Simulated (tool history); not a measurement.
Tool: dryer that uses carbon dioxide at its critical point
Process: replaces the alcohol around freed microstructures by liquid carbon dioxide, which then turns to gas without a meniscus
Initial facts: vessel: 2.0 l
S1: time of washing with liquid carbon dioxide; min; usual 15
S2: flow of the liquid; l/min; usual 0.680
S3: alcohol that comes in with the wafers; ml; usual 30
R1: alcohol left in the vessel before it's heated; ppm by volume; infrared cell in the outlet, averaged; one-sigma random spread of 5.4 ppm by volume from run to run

run,hour,S1,S2,S3,R1
1,0.0,15,0.680,30,189
2,4.1,15,1.109,30,24
3,8.4,15,1.109,30,21
4,16.4,15,1.109,30,19
5,21.0,15,1.109,30,19
6,25.4,15,1.109,30,23
7,32.0,15,1.109,30,21
8,37.5,15,0.943,30,54
9,43.6,15,0.943,30,49
10,49.0,15,0.943,30,47
11,54.8,15,0.680,30,203
12,63.8,19,0.680,30,73
13,67.6,19,0.680,30,69
14,71.7,19,0.680,30,77
15,79.3,19,0.680,30,71
16,82.9,15,0.680,41,283
17,87.6,15,0.680,41,298
18,94.5,15,0.680,30,213
19,102.9,15,0.680,30,214
20,111.7,15,0.468,30,814
21,116.6,15,0.468,30,804
22,122.0,20,0.680,30,71
23,127.6,20,0.680,30,67
24,133.2,20,0.680,30,69
25,139.4,12,0.423,54,3313
26,147.5,12,0.423,54,3320
27,152.7,12,0.423,54,3346
28,156.9,12,0.423,54,3388
29,160.7,12,0.423,54,3351
30,168.4,10,0.602,24,1029
31,173.5,10,0.680,52,1565
32,182.2,11,0.702,52,1093
33,187.4,11,0.702,38,789
34,192.7,13,0.680,112,1527
35,196.7,13,0.680,112,1539
36,203.0,19,0.680,24,76
37,209.3,9,0.437,46,4755
38,217.7,17,1.003,23,24
39,223.6,23,0.465,26,188
40,231.9,9,0.652,26,1201
41,236.9,14,0.680,30,324
42,245.8,18,0.704,64,204
43,252.8,18,0.704,64,213
44,259.7,10,0.684,42,1348
45,264.4,11,0.684,37,908
46,268.9,14,0.486,20,675
47,272.7,14,0.638,106,1488
48,279.0,14,0.638,106,1489

Below, some changes in R1 between adjacent runs. For each, the amount present without the hidden state too (settings, incoming material, random variation) and the amount remaining for the hidden state with gauge scatter not shared by both compared results:
Unlogged tool condition in this case: flow that reaches the vessel past the clogged filter, %; alcohol in the recycled carbon dioxide, ppm; drift of the gauge itself on alcohol_ppm, %.
Run 24 -> 25: S1 20 -> 12, S2 0.680 -> 0.423, S3 30 -> 54. R1 +3244 ppm by volume: hidden state +609, all else +2635.
Run 36 -> 37: S1 19 -> 9, S2 0.680 -> 0.437, S3 24 -> 46. R1 +4679 ppm by volume: hidden state +806, all else +3873.
Run 37 -> 38: S1 9 -> 17, S2 0.437 -> 1.003, S3 46 -> 23. R1 -4731 ppm by volume: hidden state -828, all else -3903.

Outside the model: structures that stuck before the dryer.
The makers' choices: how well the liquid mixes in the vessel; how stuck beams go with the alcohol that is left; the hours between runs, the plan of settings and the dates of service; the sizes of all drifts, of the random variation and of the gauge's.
